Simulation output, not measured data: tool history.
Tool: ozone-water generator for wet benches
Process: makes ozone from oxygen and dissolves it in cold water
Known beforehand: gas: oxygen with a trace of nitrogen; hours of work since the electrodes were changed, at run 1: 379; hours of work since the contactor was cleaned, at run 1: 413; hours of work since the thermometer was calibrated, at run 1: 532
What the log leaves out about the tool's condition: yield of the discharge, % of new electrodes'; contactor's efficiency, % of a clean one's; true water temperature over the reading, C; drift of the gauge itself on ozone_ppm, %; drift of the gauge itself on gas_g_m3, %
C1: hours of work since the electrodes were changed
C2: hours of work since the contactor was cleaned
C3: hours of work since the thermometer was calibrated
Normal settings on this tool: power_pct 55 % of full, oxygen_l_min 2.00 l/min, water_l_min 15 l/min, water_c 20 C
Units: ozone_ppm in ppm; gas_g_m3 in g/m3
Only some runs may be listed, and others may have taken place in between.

{"run": 1, "day": 0.0, "power_pct": 55, "oxygen_l_min": 2.0, "water_l_min": 15, "water_c": 20, "C1": 379, "C2": 413, "C3": 532, "ozone_ppm": 13.4, "gas_g_m3": 216.1}
{"run": 2, "day": 0.812, "power_pct": 55, "oxygen_l_min": 2.0, "water_l_min": 15, "water_c": 20, "C1": 393, "C2": 426, "C3": 545, "ozone_ppm": 13.3, "gas_g_m3": 216.4}
{"run": 3, "day": 2.125, "power_pct": 55, "oxygen_l_min": 2.0, "water_l_min": 15, "water_c": 20, "C1": 415, "C2": 448, "C3": 567, "ozone_ppm": 13.4, "gas_g_m3": 216.4}
{"run": 4, "day": 3.204, "power_pct": 55, "oxygen_l_min": 2.0, "water_l_min": 15, "water_c": 20, "C1": 433, "C2": 466, "C3": 585, "ozone_ppm": 13.2, "gas_g_m3": 217.5}
{"run": 5, "day": 4.429, "power_pct": 55, "oxygen_l_min": 2.0, "water_l_min": 15, "water_c": 20, "C1": 453, "C2": 487, "C3": 606, "ozone_ppm": 13.7, "gas_g_m3": 217.8}
{"run": 6, "day": 5.371, "power_pct": 55, "oxygen_l_min": 2.0, "water_l_min": 15, "water_c": 17, "C1": 469, "C2": 503, "C3": 621, "ozone_ppm": 14.0, "gas_g_m3": 218.7}
{"run": 7, "day": 5.996, "power_pct": 55, "oxygen_l_min": 2.0, "water_l_min": 15, "water_c": 17, "C1": 479, "C2": 513, "C3": 632, "ozone_ppm": 13.7, "gas_g_m3": 219.7}
{"run": 8, "day": 6.917, "power_pct": 55, "oxygen_l_min": 2.0, "water_l_min": 15, "water_c": 17, "C1": 495, "C2": 529, "C3": 647, "ozone_ppm": 13.8, "gas_g_m3": 218.7}
{"run": 9, "day": 8.2, "power_pct": 55, "oxygen_l_min": 2.0, "water_l_min": 15, "water_c": 17, "C1": 516, "C2": 550, "C3": 669, "ozone_ppm": 13.8, "gas_g_m3": 218.6}
{"run": 10, "day": 8.942, "power_pct": 55, "oxygen_l_min": 2.0, "water_l_min": 15, "water_c": 20, "C1": 529, "C2": 562, "C3": 681, "ozone_ppm": 13.2, "gas_g_m3": 216.6}
{"run": 11, "day": 10.1, "power_pct": 55, "oxygen_l_min": 2.0, "water_l_min": 15, "water_c": 20, "C1": 548, "C2": 582, "C3": 701, "ozone_ppm": 13.3, "gas_g_m3": 220.4}
{"run": 12, "day": 10.742, "power_pct": 55, "oxygen_l_min": 2.0, "water_l_min": 15, "water_c": 20, "C1": 559, "C2": 593, "C3": 711, "ozone_ppm": 13.4, "gas_g_m3": 218.9}
{"run": 13, "day": 11.892, "power_pct": 55, "oxygen_l_min": 2.0, "water_l_min": 15, "water_c": 20, "C1": 578, "C2": 612, "C3": 731, "ozone_ppm": 13.7, "gas_g_m3": 218.4}
{"run": 14, "day": 12.867, "power_pct": 55, "oxygen_l_min": 2.0, "water_l_min": 15, "water_c": 13, "C1": 595, "C2": 628, "C3": 747, "ozone_ppm": 14.3, "gas_g_m3": 220.6}
{"run": 15, "day": 14.142, "power_pct": 55, "oxygen_l_min": 2.0, "water_l_min": 15, "water_c": 13, "C1": 616, "C2": 649, "C3": 768, "ozone_ppm": 14.5, "gas_g_m3": 220.0}
{"run": 16, "day": 15.292, "power_pct": 80, "oxygen_l_min": 2.0, "water_l_min": 12, "water_c": 18, "C1": 635, "C2": 669, "C3": 787, "ozone_ppm": 21.9, "gas_g_m3": 279.9}
{"run": 17, "day": 16.104, "power_pct": 44, "oxygen_l_min": 2.0, "water_l_min": 12, "water_c": 18, "C1": 649, "C2": 682, "C3": 801, "ozone_ppm": 15.0, "gas_g_m3": 189.5}
{"run": 18, "day": 17.083, "power_pct": 72, "oxygen_l_min": 1.9, "water_l_min": 11, "water_c": 19, "C1": 665, "C2": 699, "C3": 818, "ozone_ppm": 21.8, "gas_g_m3": 267.3}
{"run": 19, "day": 17.846, "power_pct": 72, "oxygen_l_min": 1.9, "water_l_min": 11, "water_c": 19, "C1": 678, "C2": 711, "C3": 830, "ozone_ppm": 21.4, "gas_g_m3": 264.0}
{"run": 20, "day": 18.971, "power_pct": 72, "oxygen_l_min": 1.9, "water_l_min": 11, "water_c": 19, "C1": 697, "C2": 730, "C3": 849, "ozone_ppm": 21.8, "gas_g_m3": 266.8}
{"run": 21, "day": 19.588, "power_pct": 72, "oxygen_l_min": 1.9, "water_l_min": 11, "water_c": 19, "C1": 707, "C2": 741, "C3": 859, "ozone_ppm": 22.0, "gas_g_m3": 266.8}
{"run": 22, "day": 20.946, "power_pct": 72, "oxygen_l_min": 1.9, "water_l_min": 11, "water_c": 19, "C1": 730, "C2": 763, "C3": 882, "ozone_ppm": 21.7, "gas_g_m3": 270.9}
{"run": 23, "day": 21.992, "power_pct": 72, "oxygen_l_min": 1.9, "water_l_min": 11, "water_c": 19, "C1": 747, "C2": 781, "C3": 900, "ozone_ppm": 22.0, "gas_g_m3": 265.1}
{"run": 24, "day": 23.367, "power_pct": 76, "oxygen_l_min": 1.02, "water_l_min": 15, "water_c": 23, "C1": 770, "C2": 804, "C3": 923, "ozone_ppm": 12.4, "gas_g_m3": 343.0}
{"run": 25, "day": 24.679, "power_pct": 54, "oxygen_l_min": 2.06, "water_l_min": 15, "water_c": 18, "C1": 792, "C2": 826, "C3": 945, "ozone_ppm": 13.8, "gas_g_m3": 218.0}

Consider 3 possible next runs. They are alternatives, not a sequence: every one starts from the tool as it was left by run 25. What does each give?
{"run": "A", "day": 25.996, "power_pct": 54, "oxygen_l_min": 1.8, "water_l_min": 19, "water_c": 23, "C1": 814, "C2": 848, "C3": 967, "ozone_ppm": "?", "gas_g_m3": "?"}
{"run": "B", "day": 25.996, "power_pct": 73, "oxygen_l_min": 2.06, "water_l_min": 15, "water_c": 18, "C1": 814, "C2": 848, "C3": 967, "ozone_ppm": "?", "gas_g_m3": "?"}
{"run": "C", "day": 25.996, "power_pct": 54, "oxygen_l_min": 2.06, "water_l_min": 14, "water_c": 18, "C1": 814, "C2": 848, "C3": 967, "ozone_ppm": "?", "gas_g_m3": "?"}

run=A ozone_ppm=9.5 gas_g_m3=226.5
run=B ozone_ppm=16.5 gas_g_m3=262.4
run=C ozone_ppm=14.6 gas_g_m3=215.7
With the hidden condition removed and each run's random variation left untouched, the same runs would have given:
run=A ozone_ppm=9.5 gas_g_m3=220.5
run=B ozone_ppm=16.5 gas_g_m3=255.5
run=C ozone_ppm=14.6 gas_g_m3=210.0
